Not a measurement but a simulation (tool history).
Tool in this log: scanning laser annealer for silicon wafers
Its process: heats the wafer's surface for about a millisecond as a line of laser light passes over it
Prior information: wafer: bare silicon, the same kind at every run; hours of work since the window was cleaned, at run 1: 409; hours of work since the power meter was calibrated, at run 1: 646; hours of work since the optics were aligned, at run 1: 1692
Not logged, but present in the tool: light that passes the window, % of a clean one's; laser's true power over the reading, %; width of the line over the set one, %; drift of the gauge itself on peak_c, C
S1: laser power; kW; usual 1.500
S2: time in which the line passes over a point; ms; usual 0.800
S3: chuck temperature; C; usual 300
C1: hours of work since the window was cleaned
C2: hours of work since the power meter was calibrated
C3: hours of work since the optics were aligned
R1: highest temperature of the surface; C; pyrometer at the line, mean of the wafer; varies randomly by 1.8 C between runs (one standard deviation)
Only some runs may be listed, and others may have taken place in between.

{"run": 1, "hour": 0.0, "S1": 1.5, "S2": 0.8, "S3": 300, "C1": 409, "C2": 646, "C3": 1692, "R1": 1047}
{"run": 2, "hour": 18.0, "S1": 1.5, "S2": 0.8, "S3": 300, "C1": 421, "C2": 658, "C3": 1704, "R1": 1048}
{"run": 3, "hour": 42.8, "S1": 1.5, "S2": 0.8, "S3": 300, "C1": 438, "C2": 675, "C3": 1721, "R1": 1046}
{"run": 4, "hour": 72.2, "S1": 1.5, "S2": 0.8, "S3": 300, "C1": 459, "C2": 695, "C3": 1741, "R1": 1048}
{"run": 5, "hour": 93.2, "S1": 1.5, "S2": 0.8, "S3": 300, "C1": 473, "C2": 710, "C3": 1756, "R1": 1046}
{"run": 6, "hour": 123.9, "S1": 1.5, "S2": 0.8, "S3": 300, "C1": 494, "C2": 731, "C3": 1777, "R1": 1047}
{"run": 7, "hour": 153.5, "S1": 1.5, "S2": 0.8, "S3": 300, "C1": 514, "C2": 751, "C3": 1797, "R1": 1043}
{"run": 8, "hour": 185.8, "S1": 1.5, "S2": 0.8, "S3": 300, "C1": 537, "C2": 773, "C3": 1819, "R1": 1046}
{"run": 9, "hour": 222.0, "S1": 1.5, "S2": 0.8, "S3": 300, "C1": 561, "C2": 798, "C3": 1844, "R1": 1049}
{"run": 10, "hour": 239.6, "S1": 1.5, "S2": 0.8, "S3": 300, "C1": 574, "C2": 810, "C3": 1856, "R1": 1047}
{"run": 11, "hour": 257.9, "S1": 1.5, "S2": 0.8, "S3": 300, "C1": 586, "C2": 823, "C3": 1869, "R1": 1045}
{"run": 12, "hour": 281.1, "S1": 1.5, "S2": 0.8, "S3": 300, "C1": 602, "C2": 839, "C3": 1885, "R1": 1045}
{"run": 13, "hour": 303.4, "S1": 1.5, "S2": 0.8, "S3": 286, "C1": 617, "C2": 854, "C3": 1900, "R1": 1033}
{"hour": 313.8, "done": "window over the wafer cleaned"}
{"run": 14, "hour": 333.9, "S1": 1.5, "S2": 0.8, "S3": 286, "C1": 14, "C2": 873, "C3": 1919, "R1": 1033}
{"hour": 348.6, "done": "optics aligned, line set to its width"}
{"run": 15, "hour": 353.9, "S1": 1.5, "S2": 0.8, "S3": 286, "C1": 24, "C2": 884, "C3": 4, "R1": 1034}
{"run": 16, "hour": 380.8, "S1": 1.5, "S2": 0.8, "S3": 300, "C1": 43, "C2": 902, "C3": 22, "R1": 1049}
{"run": 17, "hour": 403.4, "S1": 1.5, "S2": 0.8, "S3": 300, "C1": 58, "C2": 918, "C3": 38, "R1": 1048}
{"run": 18, "hour": 435.4, "S1": 1.5, "S2": 0.8, "S3": 300, "C1": 80, "C2": 940, "C3": 60, "R1": 1049}
{"run": 19, "hour": 470.9, "S1": 1.648, "S2": 0.814, "S3": 303, "C1": 104, "C2": 964, "C3": 84, "R1": 1154}
{"run": 20, "hour": 492.6, "S1": 1.5, "S2": 0.823, "S3": 300, "C1": 119, "C2": 979, "C3": 99, "R1": 1057}
{"run": 21, "hour": 510.0, "S1": 1.5, "S2": 0.823, "S3": 300, "C1": 131, "C2": 991, "C3": 111, "R1": 1060}
{"run": 22, "hour": 544.8, "S1": 1.5, "S2": 0.823, "S3": 300, "C1": 155, "C2": 1015, "C3": 135, "R1": 1060}
{"run": 23, "hour": 572.6, "S1": 1.319, "S2": 0.667, "S3": 291, "C1": 174, "C2": 1034, "C3": 154, "R1": 864}
{"run": 24, "hour": 598.6, "S1": 1.319, "S2": 0.667, "S3": 291, "C1": 192, "C2": 1052, "C3": 172, "R1": 861}
{"run": 25, "hour": 613.6, "S1": 1.332, "S2": 0.905, "S3": 282, "C1": 202, "C2": 1062, "C3": 182, "R1": 968}
{"run": 26, "hour": 647.1, "S1": 1.332, "S2": 0.905, "S3": 278, "C1": 225, "C2": 1085, "C3": 205, "R1": 967}
{"run": 27, "hour": 666.4, "S1": 1.314, "S2": 0.8, "S3": 300, "C1": 239, "C2": 1098, "C3": 218, "R1": 928}
{"run": 28, "hour": 683.0, "S1": 1.473, "S2": 0.733, "S3": 298, "C1": 250, "C2": 1110, "C3": 230, "R1": 991}
{"run": 29, "hour": 713.4, "S1": 1.473, "S2": 0.733, "S3": 298, "C1": 271, "C2": 1131, "C3": 250, "R1": 992}
{"run": 30, "hour": 729.7, "S1": 1.473, "S2": 0.733, "S3": 298, "C1": 282, "C2": 1142, "C3": 262, "R1": 991}
{"run": 31, "hour": 749.4, "S1": 1.473, "S2": 0.733, "S3": 298, "C1": 296, "C2": 1155, "C3": 275, "R1": 990}
{"run": 32, "hour": 781.5, "S1": 1.391, "S2": 0.798, "S3": 290, "C1": 318, "C2": 1177, "C3": 297, "R1": 967}
{"run": 33, "hour": 807.5, "S1": 1.391, "S2": 0.798, "S3": 290, "C1": 336, "C2": 1195, "C3": 315, "R1": 967}
{"run": 34, "hour": 822.8, "S1": 1.306, "S2": 0.827, "S3": 340, "C1": 346, "C2": 1206, "C3": 326, "R1": 978}
{"run": 35, "hour": 848.7, "S1": 1.465, "S2": 0.628, "S3": 281, "C1": 364, "C2": 1223, "C3": 343, "R1": 914}

3 options for the next run, each taken on its own from the tool as it stands now. Forecast them:
{"run": "A", "hour": 881.9, "S1": 1.465, "S2": 0.962, "S3": 299, "C1": 387, "C2": 1246, "C3": 366, "R1": "?"}
{"run": "B", "hour": 881.9, "S1": 1.341, "S2": 0.573, "S3": 288, "C1": 387, "C2": 1246, "C3": 366, "R1": "?"}
{"run": "C", "hour": 881.9, "S1": 1.572, "S2": 0.923, "S3": 300, "C1": 387, "C2": 1246, "C3": 366, "R1": "?"}

run=A R1=1109
run=B R1=821
run=C R1=1163
Without the tool's hidden state the same runs would have given:
run=A R1=1109
run=B R1=822
run=C R1=1164
